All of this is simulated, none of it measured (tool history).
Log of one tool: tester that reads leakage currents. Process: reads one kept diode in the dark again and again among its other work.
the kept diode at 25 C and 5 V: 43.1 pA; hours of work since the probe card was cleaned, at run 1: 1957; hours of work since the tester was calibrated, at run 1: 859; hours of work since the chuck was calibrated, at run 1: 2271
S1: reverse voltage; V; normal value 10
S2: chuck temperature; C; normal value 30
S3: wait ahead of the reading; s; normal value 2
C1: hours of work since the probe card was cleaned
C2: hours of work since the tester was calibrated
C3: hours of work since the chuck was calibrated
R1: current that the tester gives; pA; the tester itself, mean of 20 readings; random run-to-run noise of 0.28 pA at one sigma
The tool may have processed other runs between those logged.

| run | hour | S1 | S2 | S3 | C1 | C2 | C3 | R1 |
|---|---|---|---|---|---|---|---|---|
| 1 | 0 | 10 | 30 | 2 | 1957 | 859 | 2271 | 91.25 |
|  | 74.2 | chuck's temperature calibrated |
| 2 | 83 | 10 | 30 | 2 | 1992 | 894 | 4 | 91.4 |
| 3 | 119.4 | 10 | 30 | 1.35 | 2008 | 910 | 20 | 91.91 |
| 4 | 204.3 | 10 | 30 | 1.35 | 2045 | 947 | 57 | 91.76 |
| 5 | 244.5 | 10 | 30 | 2 | 2063 | 965 | 74 | 91.73 |
| 6 | 308.4 | 10 | 30 | 2 | 2091 | 993 | 102 | 91.4 |
| 7 | 377.9 | 2.9 | 30 | 2 | 2121 | 1023 | 132 | 47.87 |
| 8 | 464.4 | 2.9 | 30 | 2 | 2159 | 1061 | 170 | 48.18 |
| 9 | 550.3 | 2.9 | 30 | 2 | 2196 | 1098 | 208 | 48.18 |
| 10 | 604.4 | 10 | 30 | 2 | 2220 | 1122 | 231 | 90.91 |
| 11 | 656.2 | 10 | 30 | 2 | 2242 | 1144 | 254 | 91.79 |
| 12 | 716 | 10 | 30 | 2 | 2269 | 1170 | 280 | 91.3 |
| 13 | 793.5 | 10 | 30 | 2 | 2302 | 1204 | 314 | 91.39 |
| 14 | 836.7 | 10 | 30 | 2 | 2321 | 1223 | 333 | 91.51 |
| 15 | 890.5 | 10 | 30 | 2 | 2345 | 1247 | 356 | 90.89 |
| 16 | 978.6 | 10 | 30 | 2 | 2383 | 1285 | 394 | 91.51 |
| 17 | 1065 | 10 | 31 | 2 | 2421 | 1323 | 432 | 98.14 |
| 18 | 1111.8 | 10 | 31 | 2 | 2441 | 1343 | 453 | 98.85 |
| 19 | 1193.6 | 7.7 | 22 | 0.45 | 2477 | 1379 | 488 | 44.41 |
| 20 | 1248.8 | 11.7 | 30 | 2 | 2501 | 1403 | 512 | 99.28 |
| 21 | 1315.7 | 11.7 | 30 | 2 | 2530 | 1432 | 541 | 98.79 |
| 22 | 1374.1 | 5 | 25 | 2.35 | 2556 | 1458 | 567 | 43.53 |
| 23 | 1446.1 | 18 | 30 | 0.4 | 2587 | 1489 | 598 | 128.81 |
|  | 1507 | probe card cleaned and baked |
| 24 | 1538.9 | 18 | 30 | 0.4 | 14 | 1528 | 638 | 128.89 |
| 25 | 1599.3 | 16.6 | 30 | 2 | 40 | 1554 | 664 | 118.91 |
| 26 | 1649.4 | 16.6 | 30 | 2 | 62 | 1576 | 686 | 118.86 |
| 27 | 1706.2 | 3.3 | 30 | 2 | 87 | 1601 | 711 | 51.19 |
| 28 | 1748.4 | 3.3 | 30 | 2 | 105 | 1619 | 729 | 51.37 |
| 29 | 1788.3 | 2.6 | 32 | 1.09 | 123 | 1637 | 746 | 53.28 |
| 30 | 1856.5 | 10 | 30 | 2.41 | 152 | 1667 | 776 | 91.14 |
| 31 | 1941 | 10 | 24 | 1.99 | 189 | 1703 | 813 | 57.87 |
| 32 | 1991 | 4.1 | 28 | 0.45 | 211 | 1725 | 835 | 50.2 |
| 33 | 2059.9 | 10 | 29 | 2 | 241 | 1755 | 865 | 84.53 |
| 34 | 2131.6 | 2.9 | 30 | 0.78 | 272 | 1787 | 896 | 48.45 |
| 35 | 2168.8 | 19.5 | 30 | 0.32 | 289 | 1803 | 912 | 135.29 |
| 36 | 2206.1 | 10 | 30 | 0.53 | 305 | 1819 | 929 | 93 |

Forecast each of these 3 alternatives for the next run:
| A | 2286.4 | 10 | 38 | 0.53 | 340 | 1854 | 964 | ? |
| B | 2286.4 | 9.1 | 30 | 2.35 | 340 | 1854 | 964 | ? |
| C | 2286.4 | 10 | 52 | 2 | 340 | 1854 | 964 | ? |

| run | R1 |
|---|---|
| A | 167.37 |
| B | 87.14 |
| C | 429.48 |
With the hidden condition removed and each run's random variation left untouched, the same runs would have given:
| run | R1 |
|---|---|
| A | 167.39 |
| B | 87.15 |
| C | 429.55 |

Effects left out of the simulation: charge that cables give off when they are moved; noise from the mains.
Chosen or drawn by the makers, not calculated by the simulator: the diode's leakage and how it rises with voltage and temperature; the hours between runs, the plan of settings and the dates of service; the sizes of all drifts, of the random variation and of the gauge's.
